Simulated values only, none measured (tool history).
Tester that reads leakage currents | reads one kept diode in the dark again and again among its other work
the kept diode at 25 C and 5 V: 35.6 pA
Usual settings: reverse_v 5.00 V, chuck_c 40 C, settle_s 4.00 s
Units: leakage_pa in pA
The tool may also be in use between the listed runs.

{"run": 1, "hour": 0.0, "reverse_v": 5.0, "chuck_c": 40, "settle_s": 4.0, "leakage_pa": 120.19}
{"run": 2, "hour": 53.2, "reverse_v": 5.0, "chuck_c": 40, "settle_s": 4.0, "leakage_pa": 121.21}
{"run": 3, "hour": 132.0, "reverse_v": 5.0, "chuck_c": 40, "settle_s": 4.0, "leakage_pa": 122.18}
{"run": 4, "hour": 181.7, "reverse_v": 18.27, "chuck_c": 40, "settle_s": 4.0, "leakage_pa": 192.79}
{"run": 5, "hour": 236.4, "reverse_v": 18.27, "chuck_c": 40, "settle_s": 4.0, "leakage_pa": 193.27}
{"run": 6, "hour": 323.3, "reverse_v": 5.0, "chuck_c": 40, "settle_s": 4.0, "leakage_pa": 122.11}
{"run": 7, "hour": 409.9, "reverse_v": 5.0, "chuck_c": 40, "settle_s": 4.0, "leakage_pa": 123.21}
{"run": 8, "hour": 471.4, "reverse_v": 5.0, "chuck_c": 40, "settle_s": 4.0, "leakage_pa": 123.3}
{"run": 9, "hour": 550.1, "reverse_v": 5.0, "chuck_c": 40, "settle_s": 4.0, "leakage_pa": 123.99}
{"run": 10, "hour": 595.2, "reverse_v": 16.09, "chuck_c": 57, "settle_s": 4.0, "leakage_pa": 589.47}
{"run": 11, "hour": 648.7, "reverse_v": 3.94, "chuck_c": 43, "settle_s": 0.39, "leakage_pa": 142.63}
{"run": 12, "hour": 704.6, "reverse_v": 3.94, "chuck_c": 21, "settle_s": 1.95, "leakage_pa": 28.09}
{"run": 13, "hour": 773.1, "reverse_v": 7.8, "chuck_c": 21, "settle_s": 1.95, "leakage_pa": 36.87}
{"run": 14, "hour": 813.4, "reverse_v": 19.28, "chuck_c": 42, "settle_s": 0.74, "leakage_pa": 235.43}
{"run": 15, "hour": 886.7, "reverse_v": 11.73, "chuck_c": 56, "settle_s": 0.74, "leakage_pa": 501.49}
{"run": 16, "hour": 970.7, "reverse_v": 11.73, "chuck_c": 34, "settle_s": 0.44, "leakage_pa": 115.6}
{"run": 17, "hour": 1026.3, "reverse_v": 16.93, "chuck_c": 45, "settle_s": 0.66, "leakage_pa": 281.36}

4 ways to go on from here, each from the tool as it stands after run 17. What would each give?
{"run": "A", "hour": 1118.5, "reverse_v": 2.41, "chuck_c": 42, "settle_s": 2.33, "leakage_pa": "?"}
{"run": "B", "hour": 1118.5, "reverse_v": 1.56, "chuck_c": 35, "settle_s": 0.56, "leakage_pa": "?"}
{"run": "C", "hour": 1118.5, "reverse_v": 16.93, "chuck_c": 54, "settle_s": 2.29, "leakage_pa": "?"}
{"run": "D", "hour": 1118.5, "reverse_v": 4.81, "chuck_c": 36, "settle_s": 0.66, "leakage_pa": "?"}

run=A leakage_pa=112.52
run=B leakage_pa=58.92
run=C leakage_pa=504.40
run=D leakage_pa=95.15
Without the tool's hidden state the same runs would have given:
run=A leakage_pa=99.97
run=B leakage_pa=51.98
run=C leakage_pa=449.15
run=D leakage_pa=83.12

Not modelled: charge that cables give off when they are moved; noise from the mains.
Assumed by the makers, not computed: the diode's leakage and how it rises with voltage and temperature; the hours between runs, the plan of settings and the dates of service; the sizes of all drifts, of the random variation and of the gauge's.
